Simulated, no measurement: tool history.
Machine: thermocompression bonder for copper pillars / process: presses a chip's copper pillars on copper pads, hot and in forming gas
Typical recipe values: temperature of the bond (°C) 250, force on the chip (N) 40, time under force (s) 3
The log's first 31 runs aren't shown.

run,hour,temperature of the bond (°C),force on the chip (N),time under force (s),force that shears a chip off (N)
32,626.5,250,35,3,48
33,656.7,221,54,6,54.1
34,686.2,265,54,2,77.1
35,713.5,250,27,3,37.6
36,733.3,269,46,3,80.3
37,753.8,250,46,3,61.6
# hour 766.8: forming gas filter changed
38,766.8,250,54,3,67.9
39,780.2,241,44,4,54.3

Alternative continuations, all from the tool just after run 39; predict every row:
A,797.7,241,25,4,?
B,797.7,241,44,4,?
C,797.7,267,54,6,?
D,797.7,271,52,3,?

run,force that shears a chip off (N)
A,33.7
B,56.5
C,105.5
D,89.3
The same runs, with their run-to-run variation unchanged, on a tool lacking any hidden condition would have given:
run,force that shears a chip off (N)
A,33.8
B,56.6
C,105.6
D,89.3

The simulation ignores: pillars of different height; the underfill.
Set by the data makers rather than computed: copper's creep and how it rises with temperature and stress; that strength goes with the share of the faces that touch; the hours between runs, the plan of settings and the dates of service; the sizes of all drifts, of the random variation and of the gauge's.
